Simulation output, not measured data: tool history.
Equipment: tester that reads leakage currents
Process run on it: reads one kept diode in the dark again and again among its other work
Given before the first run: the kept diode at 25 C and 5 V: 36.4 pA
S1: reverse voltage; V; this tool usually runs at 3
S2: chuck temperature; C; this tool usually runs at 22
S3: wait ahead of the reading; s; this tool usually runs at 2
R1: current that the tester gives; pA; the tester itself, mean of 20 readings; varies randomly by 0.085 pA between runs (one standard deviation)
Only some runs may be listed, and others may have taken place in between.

| run | day | S1 | S2 | S3 | R1 |
|---|---|---|---|---|---|
| 1 | 0 | 3 | 22 | 2 | 22.84 |
| 2 | 3.192 | 3 | 22 | 2 | 23.01 |
| 3 | 6.442 | 3 | 22 | 2 | 23.01 |
| 4 | 10.012 | 3 | 22 | 2 | 22.85 |
| 5 | 14.004 | 3 | 22 | 2 | 22.98 |
| 6 | 18.767 | 3 | 22 | 7.69 | 22.53 |
| 7 | 21.196 | 3 | 22 | 7.69 | 22.74 |
| 8 | 24.221 | 5.23 | 22 | 2 | 29.18 |
| 9 | 29.279 | 5.23 | 22 | 2 | 29.25 |
| 10 | 32.629 | 5.23 | 22 | 2 | 29.02 |
| 11 | 35.179 | 3 | 43 | 2 | 134 |
| 12 | 39.3 | 3 | 43 | 4.28 | 133.44 |
|  | 42.762 | chuck's temperature calibrated |
| 13 | 42.875 | 3 | 43 | 4.28 | 133.29 |
| 14 | 47.242 | 3 | 31 | 2 | 50.29 |
| 15 | 50.438 | 3 | 22 | 2 | 22.95 |
| 16 | 55.279 | 1.47 | 22 | 2 | 16.83 |
|  | 57.967 | probe card cleaned and baked |
| 17 | 58.912 | 1.47 | 22 | 2 | 16.8 |
| 18 | 60.95 | 3 | 22 | 6.62 | 22.67 |
| 19 | 63.525 | 3.03 | 22 | 2 | 22.86 |
| 20 | 66.6 | 3 | 22 | 2 | 22.85 |
| 21 | 71.454 | 3 | 22 | 2 | 22.98 |
| 22 | 74.862 | 19.74 | 53 | 1.59 | 638.87 |
| 23 | 78.996 | 19.74 | 53 | 1.59 | 638.57 |
| 24 | 81.917 | 8.88 | 46 | 8.3 | 265.96 |
| 25 | 85.738 | 17.74 | 22 | 2 | 49.68 |
| 26 | 90.596 | 17.74 | 22 | 2 | 50.14 |
| 27 | 93.338 | 9.85 | 59 | 5.46 | 734.53 |
| 28 | 98.346 | 8.43 | 59 | 5.46 | 689.59 |
| 29 | 101.438 | 18.54 | 34 | 9.39 | 139.25 |
| 30 | 105.567 | 1.08 | 54 | 2.22 | 200.71 |
| 31 | 108.021 | 1.91 | 54 | 0.33 | 257.58 |
| 32 | 110.058 | 1.91 | 54 | 0.33 | 257.34 |
| 33 | 112.45 | 1.91 | 54 | 0.33 | 257.91 |
| 34 | 116.138 | 3.42 | 53 | 4.43 | 304.74 |
| 35 | 118.758 | 3 | 22 | 4.36 | 22.73 |
| 36 | 123.517 | 1.27 | 20 | 1.02 | 13.32 |
| 37 | 126.379 | 3 | 57 | 0.9 | 385.1 |
| 38 | 128.567 | 6.04 | 22 | 2 | 31.12 |
| 39 | 133.438 | 5.72 | 36 | 0.73 | 102.03 |

For each run, the measured value with the value that run would have given without the tool's hidden condition subtracted. The run-to-run variation is shared by both, the gauge scatter possibly not:
Hidden state present: stray current of the dirty probe card, pA a volt; current scale over the true one, %; true chuck temperature over the reading, C; drift of the gauge itself on leakage_pa, %.
| run | R1 |
|---|---|
| 1 | +0.03 |
| 2 | +0.03 |
| 3 | +0.03 |
| 4 | +0.03 |
| 5 | +0.03 |
| 6 | +0.03 |
| 7 | +0.03 |
| 8 | +0.05 |
| 9 | +0.06 |
| 10 | +0.05 |
| 11 | +0.15 |
| 12 | +0.15 |
| 13 | +0.02 |
| 14 | +0.02 |
| 15 | +0.02 |
| 16 | +0.01 |
| 17 | +0 |
| 18 | +0 |
| 19 | +0 |
| 20 | +0 |
| 21 | +0.01 |
| 22 | +0.11 |
| 23 | +0.13 |
| 24 | +0.06 |
| 25 | +0.04 |
| 26 | +0.05 |
| 27 | +0.2 |
| 28 | +0.2 |
| 29 | +0.09 |
| 30 | +0.07 |
| 31 | +0.09 |
| 32 | +0.09 |
| 33 | +0.1 |
| 34 | +0.13 |
| 35 | +0.02 |
| 36 | +0.01 |
| 37 | +0.18 |
| 38 | +0.04 |
| 39 | +0.07 |
